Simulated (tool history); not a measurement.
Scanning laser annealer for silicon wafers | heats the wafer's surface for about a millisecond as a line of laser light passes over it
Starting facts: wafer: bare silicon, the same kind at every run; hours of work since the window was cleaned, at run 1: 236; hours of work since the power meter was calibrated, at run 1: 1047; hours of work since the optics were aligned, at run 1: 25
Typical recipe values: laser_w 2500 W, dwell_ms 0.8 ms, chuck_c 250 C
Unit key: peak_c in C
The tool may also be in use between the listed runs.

run   hour  laser_w  dwell_ms  chuck_c  hours of work since the window was cleaned  hours of work since the power meter was calibrated  hours of work since the optics were aligned  peak_c
  1      0     2500       0.8      250                                         236                                                1047                                           25    1017
  2   19.6     2500       0.8      214                                         252                                                1062                                           40     981
  3   52.9     2500       0.8      214                                         277                                                1088                                           66     985
  4   71.9     2500       0.8      222                                         292                                                1102                                           81     991
  5   93.7     2500       0.8      222                                         309                                                1119                                           98     988
  6  126.5     2500       0.8      222                                         335                                                1145                                          123     987
  7  165.6     2500       0.8      222                                         365                                                1175                                          153     988
  8    191     2500       0.8      222                                         384                                                1195                                          173     988
  9  224.9     2500       0.8      222                                         411                                                1221                                          199     985
 10  263.5     2500     0.749      250                                         441                                                1251                                          229     987
 11  300.2     2500     0.749      250                                         469                                                1279                                          258     983
 12  334.6     2500       0.8      250                                         496                                                1306                                          284    1011
 13    377     2500     0.754      250                                         529                                                1339                                          317     985
 14    396     2500       0.8      250                                         543                                                1354                                          332    1006
 15  428.2     2473     0.822      218                                         568                                                1379                                          357     978
 16    455     2473     0.822      218                                         589                                                1399                                          378     980
 17  487.5     2500     0.903      250                                         614                                                1424                                          403    1064
 18  505.1     2669      0.63      242                                         628                                                1438                                          417     945
 19  547.2     2557     0.747      216                                         661                                                1471                                          449     959
 20  583.9     2288     0.999      216                                         689                                                1499                                          478     998
     609.5  -- window over the wafer cleaned
 21  618.9     2699     0.993      277                                           7                                                1525                                          503    1217
 22  636.5     2500     0.579      262                                          21                                                1538                                          517     904
 23  677.1     2500     0.579      262                                          52                                                1570                                          548     900
 24  697.6     2151     0.912      289                                          68                                                1586                                          564     999
 25  728.3     2603     0.577      230                                          92                                                1610                                          588     895
 26    763     2459     0.794      263                                         119                                                1636                                          615    1009
 27  792.8     2459     0.794      263                                         142                                                1660                                          638    1008
 28  813.7     2500     0.731      250                                         158                                                1676                                          654     973

Across each entry between runs, compare the hidden state at the last listed run before it with the hidden state at the first listed run after it:
Run 20 -> run 21: window over the wafer cleaned (hour 609.5)
  light that passes the window, % of a clean one's: 97.93 -> 99.85; laser's true power over the reading, %: -1.42 -> -1.44; width of the line over the set one, %: 1.15 -> 1.2
  what was measured, less what the result would be without the hidden state, peak_c: -33 -> -21 C
